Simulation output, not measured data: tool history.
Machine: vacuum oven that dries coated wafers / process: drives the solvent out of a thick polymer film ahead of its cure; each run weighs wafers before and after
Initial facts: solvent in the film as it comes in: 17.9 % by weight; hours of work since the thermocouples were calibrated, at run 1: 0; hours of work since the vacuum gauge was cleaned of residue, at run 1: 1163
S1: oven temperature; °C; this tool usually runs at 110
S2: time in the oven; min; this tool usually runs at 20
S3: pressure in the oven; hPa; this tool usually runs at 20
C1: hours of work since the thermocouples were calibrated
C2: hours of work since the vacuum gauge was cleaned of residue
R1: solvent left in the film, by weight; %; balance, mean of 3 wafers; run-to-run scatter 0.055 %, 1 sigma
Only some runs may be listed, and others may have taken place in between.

run	day	S1	S2	S3	C1	C2	R1
1	0	110	20	20	0	1163	4.26
2	1.308	110	30	20	19	1183	2.56
3	2.346	98	30	20	35	1198	4.9
4	4.229	110	20	20	62	1226	4.23
5	6.354	118	20	20	94	1257	2.83
6	7.517	110	20	20	111	1274	4.33
7	9.6	110	29	20	142	1305	2.78
8	11.242	110	12	20	166	1329	6.8
9	13.367	110	12	20	197	1361	6.83
10	14.362	110	12	20	212	1375	6.94
11	15.383	110	18	20	227	1390	4.82
12	16.629	110	18	20	245	1409	4.86
13	17.904	110	18	20	264	1428	4.87
14	19.133	110	20	20	282	1446	4.39
15	20.092	110	11	20	296	1460	7.28
16	21.442	110	20	12.9	316	1480	4.2
17	23.046	110	21	12.9	340	1503	4
18	25.15	110	21	12.9	371	1534	3.91
19	27.3	110	20	20	403	1566	4.48
20	29.125	110	20	63	430	1593	6.03
21	30.2	110	20	20	445	1609	4.46
22	31.892	110	20	20	470	1634	4.37
23	33.075	115	20	20	488	1651	3.55
24	34.796	110	20	20	513	1677	4.48
25	36.508	110	20	52.1	539	1702	5.78
26	37.9	110	20	52.1	559	1723	5.64
27	39.988	118	20	29.2	590	1753	3.28
28	41.267	112	15	20	609	1772	5.55
29	42.912	96	16	33.8	633	1796	9.15
30	44.571	121	16	73.1	657	1821	4.98
31	45.55	121	16	73.1	672	1835	4.94
32	46.925	121	25	22.6	692	1856	1.94
33	49.104	116	22	22.6	724	1888	3.04
34	50.521	110	11	20	745	1909	7.72
35	52.092	110	27	67.5	768	1932	5.26
36	54.146	110	20	16.6	799	1962	4.44
37	55.162	110	27	16.6	814	1977	3.21
38	56.125	110	27	16.6	828	1991	3.2
39	58.362	110	14	20.3	861	2024	6.4
40	60.338	110	20	13	890	2054	4.37
41	61.262	110	24	20	904	2067	3.8
42	62.525	110	14	11.3	922	2086	6.26
43	63.45	95	20	20	936	2099	8
44	64.633	95	20	20	953	2117	7.99
45	66.642	116	11	48.1	983	2147	7.09
46	68.508	116	16	48.1	1011	2174	5.41
47	70.488	107	33	42.1	1040	2203	4.1

Each row is a separate what-if for the run after 47, all from the same tool condition, not one after another. Results?
A	71.696	110	20	22.1	1058	2221	?
B	71.696	114	11	20.1	1058	2221	?
C	71.696	100	12	19.1	1058	2221	?

run	R1
A	4.88
B	6.87
C	9.23
With the hidden condition removed and each run's random variation left untouched, the same runs would have given:
run	R1
A	4.26
B	6.29
C	8.61
